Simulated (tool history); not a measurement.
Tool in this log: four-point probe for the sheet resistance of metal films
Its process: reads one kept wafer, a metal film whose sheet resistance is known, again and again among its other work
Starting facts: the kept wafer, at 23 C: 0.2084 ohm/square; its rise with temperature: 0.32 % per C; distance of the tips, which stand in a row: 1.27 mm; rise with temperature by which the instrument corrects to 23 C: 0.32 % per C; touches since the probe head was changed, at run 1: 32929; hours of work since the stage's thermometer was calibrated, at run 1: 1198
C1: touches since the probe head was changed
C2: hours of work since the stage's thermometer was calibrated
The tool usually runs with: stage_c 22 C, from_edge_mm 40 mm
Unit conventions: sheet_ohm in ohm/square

run 1 hour=0.0 | stage_c=22 from_edge_mm=40 | C1=32929 C2=1198 | sheet_ohm=0.209328
run 2 hour=16.6 | stage_c=22 from_edge_mm=40 | C1=33630 C2=1210 | sheet_ohm=0.209296
run 3 hour=29.2 | stage_c=22 from_edge_mm=40 | C1=34164 C2=1219 | sheet_ohm=0.209347
run 4 hour=47.0 | stage_c=22 from_edge_mm=36 | C1=34915 C2=1231 | sheet_ohm=0.209293
run 5 hour=56.0 | stage_c=22 from_edge_mm=40 | C1=35294 C2=1238 | sheet_ohm=0.209313
run 6 hour=64.7 | stage_c=22 from_edge_mm=40 | C1=35660 C2=1244 | sheet_ohm=0.209322
run 7 hour=82.7 | stage_c=22 from_edge_mm=40 | C1=36421 C2=1256 | sheet_ohm=0.209320
run 8 hour=93.7 | stage_c=22 from_edge_mm=40 | C1=36884 C2=1264 | sheet_ohm=0.209339
run 9 hour=110.7 | stage_c=23 from_edge_mm=40 | C1=37601 C2=1276 | sheet_ohm=0.209304
run 10 hour=131.4 | stage_c=19 from_edge_mm=40 | C1=38477 C2=1290 | sheet_ohm=0.209331
run 11 hour=145.2 | stage_c=19 from_edge_mm=40 | C1=39060 C2=1300 | sheet_ohm=0.209387
run 12 hour=160.5 | stage_c=22 from_edge_mm=5 | C1=39708 C2=1311 | sheet_ohm=0.216401
run 13 hour=173.7 | stage_c=30 from_edge_mm=40 | C1=40262 C2=1320 | sheet_ohm=0.209510
run 14 hour=189.7 | stage_c=30 from_edge_mm=30 | C1=40940 C2=1331 | sheet_ohm=0.209588
run 15 hour=209.6 | stage_c=22 from_edge_mm=40 | C1=41779 C2=1345 | sheet_ohm=0.209472
run 16 hour=222.2 | stage_c=22 from_edge_mm=40 | C1=42311 C2=1354 | sheet_ohm=0.209448
run 17 hour=241.4 | stage_c=22 from_edge_mm=40 | C1=43122 C2=1368 | sheet_ohm=0.209449
run 18 hour=254.8 | stage_c=22 from_edge_mm=40 | C1=43688 C2=1377 | sheet_ohm=0.209514
run 19 hour=267.9 | stage_c=22 from_edge_mm=40 | C1=44243 C2=1386 | sheet_ohm=0.209447
run 20 hour=281.2 | stage_c=22 from_edge_mm=40 | C1=44802 C2=1395 | sheet_ohm=0.209485
run 21 hour=293.8 | stage_c=22 from_edge_mm=40 | C1=45336 C2=1404 | sheet_ohm=0.209499
run 22 hour=310.4 | stage_c=22 from_edge_mm=40 | C1=46037 C2=1416 | sheet_ohm=0.209543
run 23 hour=324.4 | stage_c=26 from_edge_mm=5 | C1=46625 C2=1426 | sheet_ohm=0.216432
run 24 hour=345.1 | stage_c=26 from_edge_mm=5 | C1=47501 C2=1440 | sheet_ohm=0.216409
run 25 hour=356.6 | stage_c=26 from_edge_mm=5 | C1=47985 C2=1448 | sheet_ohm=0.216485
run 26 hour=371.0 | stage_c=19 from_edge_mm=68 | C1=48592 C2=1458 | sheet_ohm=0.209423
run 27 hour=383.9 | stage_c=19 from_edge_mm=68 | C1=49141 C2=1467 | sheet_ohm=0.209441
run 28 hour=401.2 | stage_c=19 from_edge_mm=68 | C1=49870 C2=1480 | sheet_ohm=0.209440
run 29 hour=421.5 | stage_c=24 from_edge_mm=15 | C1=50725 C2=1494 | sheet_ohm=0.210261
run 30 hour=430.5 | stage_c=21 from_edge_mm=3 | C1=51106 C2=1500 | sheet_ohm=0.227641
run 31 hour=449.1 | stage_c=22 from_edge_mm=6 | C1=51894 C2=1513 | sheet_ohm=0.214374
run 32 hour=468.8 | stage_c=22 from_edge_mm=6 | C1=52723 C2=1527 | sheet_ohm=0.214466
run 33 hour=487.5 | stage_c=22 from_edge_mm=6 | C1=53515 C2=1540 | sheet_ohm=0.214452
run 34 hour=497.2 | stage_c=20 from_edge_mm=5 | C1=53922 C2=1547 | sheet_ohm=0.216530
-- hour=506.4 stage's thermometer calibrated
run 35 hour=510.2 | stage_c=27 from_edge_mm=40 | C1=54449 C2=3 | sheet_ohm=0.209484
run 36 hour=521.2 | stage_c=27 from_edge_mm=40 | C1=54917 C2=10 | sheet_ohm=0.209525
run 37 hour=538.2 | stage_c=22 from_edge_mm=25 | C1=55633 C2=22 | sheet_ohm=0.209620
run 38 hour=551.8 | stage_c=30 from_edge_mm=66 | C1=56206 C2=32 | sheet_ohm=0.209509
run 39 hour=561.1 | stage_c=20 from_edge_mm=20 | C1=56599 C2=38 | sheet_ohm=0.209811
run 40 hour=570.5 | stage_c=20 from_edge_mm=20 | C1=56995 C2=45 | sheet_ohm=0.209847
run 41 hour=582.1 | stage_c=26 from_edge_mm=17 | C1=57485 C2=53 | sheet_ohm=0.210095
run 42 hour=600.3 | stage_c=20 from_edge_mm=5 | C1=58256 C2=66 | sheet_ohm=0.216318
run 43 hour=617.8 | stage_c=25 from_edge_mm=5 | C1=58996 C2=78 | sheet_ohm=0.216415
run 44 hour=633.3 | stage_c=25 from_edge_mm=9 | C1=59649 C2=89 | sheet_ohm=0.211670

4 ways to go on from here, each from the tool as it stands after run 44. What would each give?
run A hour=652.6 | stage_c=23 from_edge_mm=7 | C1=60464 C2=102 | sheet_ohm=?
run B hour=652.6 | stage_c=24 from_edge_mm=5 | C1=60464 C2=102 | sheet_ohm=?
run C hour=652.6 | stage_c=19 from_edge_mm=4 | C1=60464 C2=102 | sheet_ohm=?
run D hour=652.6 | stage_c=24 from_edge_mm=30 | C1=60464 C2=102 | sheet_ohm=?

run=A sheet_ohm=0.213097
run=B sheet_ohm=0.216518
run=C sheet_ohm=0.220119
run=D sheet_ohm=0.209667
Without the tool's unlogged condition, the same runs would have read:
run=A sheet_ohm=0.212046
run=B sheet_ohm=0.215451
run=C sheet_ohm=0.219036
run=D sheet_ohm=0.208631
